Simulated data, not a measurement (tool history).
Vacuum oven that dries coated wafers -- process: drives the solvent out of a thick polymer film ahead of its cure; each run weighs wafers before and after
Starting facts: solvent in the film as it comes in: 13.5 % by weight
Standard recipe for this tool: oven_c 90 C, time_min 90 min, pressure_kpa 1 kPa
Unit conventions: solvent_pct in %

Run 1, hour 0: usual settings. Result: solvent_pct 2.02 %.
Run 2, hour 51.3: usual settings. Result: solvent_pct 2 %.
Run 3, hour 89.4: usual settings but pressure_kpa 1.09 kPa. Result: solvent_pct 2.03 %.
Run 4, hour 135.8: usual settings but pressure_kpa 1.09 kPa. Result: solvent_pct 2.03 %.
Run 5, hour 197.8: usual settings but pressure_kpa 1.09 kPa. Result: solvent_pct 2.03 %.
Run 6, hour 241.8: usual settings but pressure_kpa 1.09 kPa. Result: solvent_pct 1.98 %.
Run 7, hour 290.5: usual settings but pressure_kpa 1.09 kPa. Result: solvent_pct 1.98 %.
Run 8, hour 355.8: usual settings but pressure_kpa 1.09 kPa. Result: solvent_pct 1.99 %.
Run 9, hour 423.6: usual settings. Result: solvent_pct 1.95 %.
Run 10, hour 465.8: usual settings but oven_c 88 C. Result: solvent_pct 2.27 %.
Run 11, hour 518.5: usual settings but oven_c 88 C. Result: solvent_pct 2.25 %.
Run 12, hour 588.3: usual settings. Result: solvent_pct 1.91 %.
Run 13, hour 640.7: usual settings. Result: solvent_pct 1.92 %.
Run 14, hour 687.1: usual settings. Result: solvent_pct 1.89 %.
Run 15, hour 742.6: usual settings but oven_c 94 C, pressure_kpa 1.81 kPa. Result: solvent_pct 1.54 %.
At hour 749.6: oven's thermocouples calibrated.
Run 16, hour 796.5: usual settings but oven_c 93 C, time_min 71 min. Result: solvent_pct 2.43 %.
Run 17, hour 830.8: usual settings but oven_c 79 C, time_min 82 min, pressure_kpa 3.91 kPa. Result: solvent_pct 5.55 %.
Run 18, hour 884.5: usual settings but oven_c 79 C, time_min 82 min, pressure_kpa 3.91 kPa. Result: solvent_pct 5.55 %.
Run 19, hour 946.5: usual settings but oven_c 79 C, time_min 82 min, pressure_kpa 3.91 kPa. Result: solvent_pct 5.54 %.
Run 20, hour 995.7: usual settings but oven_c 103 C, time_min 51 min, pressure_kpa 2.32 kPa. Result: solvent_pct 2.17 %.
Run 21, hour 1041.2: usual settings but oven_c 98 C, time_min 144 min, pressure_kpa 2.29 kPa. Result: solvent_pct 0.79 %.
Run 22, hour 1078.3: usual settings but oven_c 98 C, time_min 144 min, pressure_kpa 2.29 kPa. Result: solvent_pct 0.8 %.
Run 23, hour 1132: usual settings but oven_c 98 C, time_min 144 min, pressure_kpa 2.29 kPa. Result: solvent_pct 0.8 %.
Run 24, hour 1200: usual settings but oven_c 98 C, time_min 144 min, pressure_kpa 2.29 kPa. Result: solvent_pct 0.8 %.
Run 25, hour 1236.9: usual settings but oven_c 80 C, time_min 139 min. Result: solvent_pct 2.4 %.
Run 26, hour 1276.1: usual settings but time_min 139 min. Result: solvent_pct 1.09 %.
Run 27, hour 1346.1: usual settings but time_min 140 min. Result: solvent_pct 1.03 %.

Each row is a separate what-if for the run after 27, all from the same tool condition, not one after another. Results?
Run A, hour 1403.4: usual settings but oven_c 75 C, time_min 98 min, pressure_kpa 0.82 kPa. Result: solvent_pct ?.
Run B, hour 1403.4: usual settings but time_min 53 min, pressure_kpa 0.66 kPa. Result: solvent_pct ?.
Run C, hour 1403.4: usual settings but oven_c 99 C, time_min 92 min, pressure_kpa 2.5 kPa. Result: solvent_pct ?.
Run D, hour 1403.4: usual settings but time_min 121 min, pressure_kpa 0.9 kPa. Result: solvent_pct ?.

run  solvent_pct
  A         4.55
  B         3.81
  C         1.27
  D         1.27
The same runs, with their run-to-run variation unchanged, on a tool lacking any hidden condition would have given:
run  solvent_pct
  A         4.45
  B          3.8
  C          1.2
  D         1.16
